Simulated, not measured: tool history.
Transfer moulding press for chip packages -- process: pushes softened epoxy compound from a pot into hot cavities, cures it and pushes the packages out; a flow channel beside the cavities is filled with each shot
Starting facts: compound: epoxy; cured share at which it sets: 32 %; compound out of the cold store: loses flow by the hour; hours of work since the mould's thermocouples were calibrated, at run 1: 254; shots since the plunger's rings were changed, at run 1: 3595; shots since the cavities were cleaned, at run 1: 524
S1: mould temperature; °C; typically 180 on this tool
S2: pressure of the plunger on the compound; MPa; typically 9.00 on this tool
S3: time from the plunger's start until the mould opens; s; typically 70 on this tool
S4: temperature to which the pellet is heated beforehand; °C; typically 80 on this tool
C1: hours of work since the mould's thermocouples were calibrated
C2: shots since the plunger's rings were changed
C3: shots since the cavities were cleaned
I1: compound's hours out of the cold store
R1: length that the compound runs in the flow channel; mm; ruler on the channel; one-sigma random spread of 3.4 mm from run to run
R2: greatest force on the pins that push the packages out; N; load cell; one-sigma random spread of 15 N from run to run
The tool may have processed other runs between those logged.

run 1 hour=0.0 | S1=180 S2=9.00 S3=70 S4=80 | C1=254 C2=3595 C3=524 | I1=41.7 | R1=521 R2=930
run 2 hour=9.1 | S1=180 S2=9.00 S3=70 S4=80 | C1=259 C2=3723 C3=652 | I1=10.0 | R1=580 R2=1094
-- hour=14.3 cavities cleaned with cleaning compound and waxed
run 3 hour=22.7 | S1=187 S2=9.00 S3=70 S4=80 | C1=265 C2=3892 C3=117 | I1=18.8 | R1=548 R2=589
run 4 hour=32.1 | S1=187 S2=9.00 S3=70 S4=80 | C1=270 C2=4024 C3=249 | I1=17.9 | R1=542 R2=619
run 5 hour=43.7 | S1=187 S2=9.00 S3=70 S4=80 | C1=276 C2=4186 C3=411 | I1=13.3 | R1=555 R2=666
run 6 hour=49.4 | S1=180 S2=9.47 S3=70 S4=80 | C1=279 C2=4267 C3=492 | I1=37.5 | R1=544 R2=957
run 7 hour=61.8 | S1=180 S2=9.00 S3=70 S4=80 | C1=286 C2=4441 C3=666 | I1=12.0 | R1=573 R2=1108
-- hour=65.9 cavities cleaned with cleaning compound and waxed
run 8 hour=75.5 | S1=180 S2=9.00 S3=70 S4=80 | C1=292 C2=4611 C3=134 | I1=33.6 | R1=530 R2=811
run 9 hour=84.8 | S1=180 S2=8.78 S3=70 S4=80 | C1=297 C2=4742 C3=265 | I1=44.0 | R1=505 R2=865
run 10 hour=94.7 | S1=180 S2=7.72 S3=70 S4=80 | C1=303 C2=4881 C3=404 | I1=27.8 | R1=495 R2=948
run 11 hour=106.4 | S1=175 S2=7.72 S3=70 S4=80 | C1=309 C2=5044 C3=567 | I1=28.1 | R1=513 R2=1440
run 12 hour=114.7 | S1=175 S2=7.72 S3=70 S4=80 | C1=313 C2=5161 C3=684 | I1=19.5 | R1=525 R2=1524
-- hour=118.0 cavities cleaned with cleaning compound and waxed
run 13 hour=126.2 | S1=175 S2=7.72 S3=70 S4=80 | C1=319 C2=5301 C3=115 | I1=24.5 | R1=517 R2=1254
run 14 hour=138.5 | S1=175 S2=7.72 S3=70 S4=80 | C1=325 C2=5473 C3=287 | I1=33.5 | R1=500 R2=1301
run 15 hour=149.4 | S1=175 S2=7.72 S3=70 S4=80 | C1=331 C2=5626 C3=440 | I1=33.7 | R1=498 R2=1369
run 16 hour=155.7 | S1=177 S2=8.85 S3=66 S4=86 | C1=334 C2=5714 C3=528 | I1=45.6 | R1=502 R2=1297
run 17 hour=165.8 | S1=177 S2=8.85 S3=66 S4=86 | C1=340 C2=5855 C3=669 | I1=39.4 | R1=511 R2=1362
-- hour=169.7 cavities cleaned with cleaning compound and waxed
run 18 hour=175.8 | S1=187 S2=8.91 S3=70 S4=80 | C1=344 C2=5975 C3=86 | I1=24.1 | R1=518 R2=552
-- hour=184.9 plunger's sealing rings changed
run 19 hour=185.1 | S1=175 S2=7.09 S3=52 S4=85 | C1=348 C2=3 C3=182 | I1=17.6 | R1=542 R2=2116
run 20 hour=198.2 | S1=180 S2=7.09 S3=52 S4=73 | C1=355 C2=187 C3=366 | I1=31.4 | R1=494 R2=1989
run 21 hour=208.9 | S1=182 S2=9.00 S3=70 S4=76 | C1=361 C2=336 C3=515 | I1=20.1 | R1=582 R2=886
run 22 hour=217.9 | S1=180 S2=9.00 S3=71 S4=80 | C1=365 C2=462 C3=641 | I1=30.9 | R1=563 R2=1005
-- hour=224.1 cavities cleaned with cleaning compound and waxed
run 23 hour=231.0 | S1=180 S2=9.00 S3=71 S4=80 | C1=372 C2=625 C3=96 | I1=10.2 | R1=602 R2=883
run 24 hour=239.0 | S1=173 S2=9.00 S3=76 S4=80 | C1=376 C2=736 C3=207 | I1=14.8 | R1=616 R2=1264

Run 25 is up next; what results do you expect?
run 25 hour=248.4 | S1=188 S2=9.00 S3=76 S4=83 | C1=381 C2=869 C3=340 | I1=18.9 | R1=? R2=?

{"run 25": {"R1": 565, "R2": 549}}
Without the tool's hidden state the same run would have given R1 569 mm, R2 446 N.
